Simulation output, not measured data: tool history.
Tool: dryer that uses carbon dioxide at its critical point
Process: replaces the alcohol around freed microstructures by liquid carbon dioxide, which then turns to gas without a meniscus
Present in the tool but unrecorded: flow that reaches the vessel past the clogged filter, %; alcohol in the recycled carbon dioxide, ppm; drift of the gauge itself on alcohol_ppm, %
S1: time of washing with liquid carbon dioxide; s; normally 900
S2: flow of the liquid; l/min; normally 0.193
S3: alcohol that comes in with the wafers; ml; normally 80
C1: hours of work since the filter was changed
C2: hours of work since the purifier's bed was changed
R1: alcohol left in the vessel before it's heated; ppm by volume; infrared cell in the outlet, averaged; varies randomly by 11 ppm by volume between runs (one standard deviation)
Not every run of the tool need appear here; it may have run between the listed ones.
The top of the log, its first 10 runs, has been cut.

run,hour,S1,S2,S3,C1,C2,R1
11,382.3,900,0.193,50,44,717,549
12,406.9,900,0.193,50,55,728,575
13,431.1,900,0.193,50,67,739,599
14,465.3,900,0.193,80,82,755,932
15,505.0,900,0.193,80,101,773,1035
16,540.7,900,0.193,80,117,790,1101
17,564.6,900,0.193,80,128,801,1183
18,608.3,900,0.193,74,148,821,1139
19,628.4,900,0.209,74,157,830,846
# hour 645.8: inlet filter changed
20,658.8,900,0.209,74,6,844,458
21,701.2,900,0.209,21,26,863,188
22,746.0,900,0.209,21,46,884,206
23,781.3,900,0.209,21,62,900,221
# hour 791.0: purifier's bed changed
24,819.5,900,0.209,21,79,13,157
25,845.1,900,0.209,21,91,25,173
26,889.2,1140,0.223,97,111,45,144
27,927.7,1140,0.204,58,129,63,157

Run 28 is up next; what results do you expect?
28,965.3,1140,0.204,58,146,80,?

Run 28 measured R1 177 ppm by volume.
On a tool with no hidden condition, and with the same random variation, this run would have come out at R1 73 ppm by volume.
